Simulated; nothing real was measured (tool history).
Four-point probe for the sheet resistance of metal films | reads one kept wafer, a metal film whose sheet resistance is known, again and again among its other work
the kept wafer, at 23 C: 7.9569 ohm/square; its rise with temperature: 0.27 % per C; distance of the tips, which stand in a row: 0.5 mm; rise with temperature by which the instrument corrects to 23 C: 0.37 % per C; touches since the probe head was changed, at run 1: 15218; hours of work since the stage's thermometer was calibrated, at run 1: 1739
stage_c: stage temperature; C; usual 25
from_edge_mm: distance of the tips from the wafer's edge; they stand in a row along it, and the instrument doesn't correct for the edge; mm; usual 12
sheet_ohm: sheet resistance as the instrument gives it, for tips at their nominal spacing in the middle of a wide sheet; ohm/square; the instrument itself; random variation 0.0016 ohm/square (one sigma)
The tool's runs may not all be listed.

run,day,stage_c,from_edge_mm,touches since the probe head was changed,hours of work since the stage's thermometer was calibrated,sheet_ohm
1,0,25,12,15218,1739,7.95024
2,2.867,25,12,17899,1789,7.951738
3,6.133,25,10,20957,1845,7.952063
4,7.854,25,10,22567,1875,7.951692
5,10.112,25,8,24678,1914,7.958848
6,12.458,22,70,26875,1955,7.964576
7,16.038,27,7,30223,2017,7.947539
8,19.088,31,46,33077,2070,7.896618
9,22.817,31,46,36565,2135,7.895327
10,26.121,31,46,39659,2192,7.896351

Forecast each of these 4 alternatives for the next run:
A,29.071,24,34,42419,2243,?
B,29.071,31,19,42419,2243,?
C,29.071,25,6,42419,2243,?
D,29.071,20,10,42419,2243,?

run,sheet_ohm
A,7.949849
B,7.897141
C,7.972146
D,7.992502
Without the tool's hidden state the same runs would have given:
run,sheet_ohm
A,7.949519
B,7.896815
C,7.971815
D,7.992169
